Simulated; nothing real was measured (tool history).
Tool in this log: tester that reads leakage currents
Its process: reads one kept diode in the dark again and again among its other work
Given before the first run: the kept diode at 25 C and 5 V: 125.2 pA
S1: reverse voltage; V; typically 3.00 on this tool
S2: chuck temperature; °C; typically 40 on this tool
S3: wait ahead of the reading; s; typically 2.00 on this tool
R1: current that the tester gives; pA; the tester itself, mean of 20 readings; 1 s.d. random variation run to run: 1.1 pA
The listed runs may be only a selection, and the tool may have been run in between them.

Run 1, hour 0.0: usual settings. Result: R1 370.28 pA.
Run 2, hour 89.3: usual settings. Result: R1 371.02 pA.
At hour 130.9: probe card cleaned and baked.
Run 3, hour 191.6: usual settings. Result: R1 365.46 pA.
Run 4, hour 336.5: usual settings. Result: R1 367.42 pA.
Run 5, hour 467.7: usual settings but S1 1.79 V. Result: R1 292.59 pA.
Run 6, hour 596.3: usual settings but S1 1.79 V. Result: R1 291.97 pA.
Run 7, hour 716.5: usual settings but S1 1.79 V, S3 1.27 s. Result: R1 294.80 pA.
Run 8, hour 813.5: usual settings but S1 1.79 V, S3 1.27 s. Result: R1 296.38 pA.
Run 9, hour 991.4: usual settings. Result: R1 375.37 pA.
Run 10, hour 1076.0: usual settings. Result: R1 378.38 pA.
Run 11, hour 1227.4: usual settings. Result: R1 380.53 pA.
Run 12, hour 1332.9: usual settings. Result: R1 383.19 pA.
At hour 1360.2: chuck's temperature calibrated.
Run 13, hour 1428.1: usual settings but S2 29 °C. Result: R1 146.58 pA.
Run 14, hour 1584.1: usual settings but S2 29 °C. Result: R1 149.44 pA.
Run 15, hour 1703.1: usual settings but S2 29 °C. Result: R1 149.24 pA.
Run 16, hour 1816.8: usual settings but S2 29 °C. Result: R1 151.32 pA.
At hour 1853.9: probe card cleaned and baked.
Run 17, hour 1954.8: usual settings but S2 29 °C. Result: R1 144.53 pA.
Run 18, hour 2031.8: usual settings but S2 29 °C. Result: R1 145.27 pA.
Run 19, hour 2201.9: usual settings but S2 29 °C. Result: R1 145.78 pA.
Run 20, hour 2348.5: usual settings. Result: R1 368.63 pA.
Run 21, hour 2508.5: usual settings but S1 6.92 V, S3 1.36 s. Result: R1 542.29 pA.
Run 22, hour 2615.9: usual settings but S1 3.60 V, S2 42 °C, S3 8.10 s. Result: R1 470.82 pA.
Run 23, hour 2770.0: usual settings but S1 3.60 V, S2 42 °C, S3 8.10 s. Result: R1 477.53 pA.
Run 24, hour 2895.4: usual settings but S1 3.60 V, S2 39 °C, S3 2.52 s. Result: R1 378.54 pA.
Run 25, hour 3018.6: usual settings but S1 3.60 V, S2 39 °C, S3 2.52 s. Result: R1 379.88 pA.
Run 26, hour 3130.9: usual settings but S1 3.60 V, S2 39 °C, S3 2.52 s. Result: R1 378.84 pA.
Run 27, hour 3210.4: usual settings but S1 4.27 V, S2 38 °C, S3 3.71 s. Result: R1 379.69 pA.
Run 28, hour 3290.5: usual settings but S1 4.27 V, S2 38 °C, S3 3.71 s. Result: R1 383.18 pA.
Run 29, hour 3410.6: usual settings but S1 4.27 V, S2 38 °C, S3 3.71 s. Result: R1 385.73 pA.
Run 30, hour 3540.6: usual settings but S1 6.79 V, S3 0.81 s. Result: R1 565.23 pA.
At hour 3574.1: probe card cleaned and baked.
Run 31, hour 3683.7: usual settings but S1 1.01 V, S2 57 °C. Result: R1 845.01 pA.
Run 32, hour 3760.1: usual settings but S3 0.65 s. Result: R1 381.40 pA.
Run 33, hour 3835.5: usual settings but S3 0.65 s. Result: R1 381.51 pA.
Run 34, hour 3927.4: usual settings but S1 3.50 V, S2 39 °C, S3 1.62 s. Result: R1 378.98 pA.
Run 35, hour 4011.9: usual settings but S2 59 °C. Result: R1 1616.58 pA.
At hour 4048.7: chuck's temperature calibrated.
Run 36, hour 4152.0: usual settings but S1 4.61 V, S2 26 °C. Result: R1 138.17 pA.
Run 37, hour 4247.6: usual settings but S1 4.61 V, S2 26 °C. Result: R1 140.26 pA.
Run 38, hour 4327.7: usual settings but S3 2.99 s. Result: R1 366.88 pA.
Run 39, hour 4415.4: usual settings but S2 34 °C. Result: R1 227.02 pA.

Results per run with the tool's hidden condition removed, run-to-run variation unchanged:
Hidden state present: stray current of the dirty probe card, pA a volt; current scale over the true one, %; true chuck temperature over the reading, C; drift of the gauge itself on leakage_pa, %.
run       R1
  1   354.97
  2   354.47
  3   354.43
  4   354.29
  5   281.03
  6   279.17
  7   280.77
  8   281.21
  9   353.02
 10   354.71
 11   354.51
 12   355.58
 13   140.54
 14   141.98
 15   140.85
 16   141.96
 17   141.34
 18   141.45
 19   140.58
 20   355.91
 21   518.19
 22   450.15
 23   453.90
 24   356.81
 25   356.24
 26   353.56
 27   351.97
 28   354.06
 29   354.52
 30   515.71
 31   795.05
 32   355.50
 33   354.52
 34   350.55
 35  1508.26
 36   131.48
 37   132.48
 38   354.58
 39   217.13
